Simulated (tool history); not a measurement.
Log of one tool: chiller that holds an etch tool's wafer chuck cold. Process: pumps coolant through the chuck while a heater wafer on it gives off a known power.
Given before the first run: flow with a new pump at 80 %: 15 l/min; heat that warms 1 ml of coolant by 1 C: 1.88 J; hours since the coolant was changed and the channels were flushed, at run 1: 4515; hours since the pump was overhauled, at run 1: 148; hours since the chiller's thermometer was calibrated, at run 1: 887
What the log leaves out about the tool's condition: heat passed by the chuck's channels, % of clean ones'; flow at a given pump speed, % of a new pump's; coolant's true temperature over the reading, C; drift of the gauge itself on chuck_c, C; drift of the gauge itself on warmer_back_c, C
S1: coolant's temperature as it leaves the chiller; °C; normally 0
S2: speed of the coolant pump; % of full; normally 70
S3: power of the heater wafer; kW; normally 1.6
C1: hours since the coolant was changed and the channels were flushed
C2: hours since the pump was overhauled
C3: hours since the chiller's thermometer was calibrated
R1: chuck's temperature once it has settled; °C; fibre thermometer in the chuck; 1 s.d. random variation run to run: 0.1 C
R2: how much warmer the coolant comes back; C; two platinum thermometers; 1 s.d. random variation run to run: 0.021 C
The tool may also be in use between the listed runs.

Run 1, hour 0: usual settings; C1 4515; C2 148; C3 887. Result: R1 20.1 °C, R2 3.98 C.
Run 2, hour 50.1: usual settings; C1 4565; C2 199; C3 937. Result: R1 20.3 °C, R2 3.94 C.
Run 3, hour 110.7: usual settings; C1 4626; C2 259; C3 997. Result: R1 20.1 °C, R2 3.98 C.
Run 4, hour 141.4: usual settings; C1 4656; C2 290; C3 1028. Result: R1 19.9 °C, R2 3.95 C.
Run 5, hour 206.2: usual settings; C1 4721; C2 355; C3 1093. Result: R1 20.1 °C, R2 3.96 C.
Run 6, hour 267: usual settings; C1 4782; C2 415; C3 1154. Result: R1 20.3 °C, R2 3.97 C.
Run 7, hour 331.5: usual settings; C1 4847; C2 480; C3 1218. Result: R1 20.3 °C, R2 3.98 C.
Run 8, hour 396.3: usual settings; C1 4911; C2 545; C3 1283. Result: R1 20.3 °C, R2 3.99 C.
Run 9, hour 452.9: usual settings; C1 4968; C2 601; C3 1339. Result: R1 20.6 °C, R2 3.99 C.
Run 10, hour 485.6: usual settings but S2 61 % of full, S3 0.935 kW; C1 5001; C2 634; C3 1372. Result: R1 13.6 °C, R2 2.69 C.
Run 11, hour 552.1: usual settings but S1 -9 °C; C1 5067; C2 701; C3 1439. Result: R1 11.2 °C, R2 3.99 C.
Run 12, hour 604.6: usual settings but S1 -5 °C, S2 60 % of full; C1 5120; C2 753; C3 1491. Result: R1 18.9 °C, R2 4.74 C.
Run 13, hour 664.3: usual settings but S1 -5 °C, S2 60 % of full; C1 5179; C2 813; C3 1551. Result: R1 18.8 °C, R2 4.74 C.

Selected run-to-run steps in R1, each split into two signed amounts: the part the tool would show with no hidden state at all (from settings, incoming material and random variation), and the remainder, which goes to the hidden state together with any gauge scatter not common to the measured and the hidden-state-free results:
Run 9 -> 10: S2 70 -> 61, S3 1.6 -> 0.935. R1 -7 °C: hidden state -0.5, all else -6.5.
Run 11 -> 12: S1 -9 -> -5, S2 70 -> 60. R1 +7.7 °C: hidden state +0.3, all else +7.4.

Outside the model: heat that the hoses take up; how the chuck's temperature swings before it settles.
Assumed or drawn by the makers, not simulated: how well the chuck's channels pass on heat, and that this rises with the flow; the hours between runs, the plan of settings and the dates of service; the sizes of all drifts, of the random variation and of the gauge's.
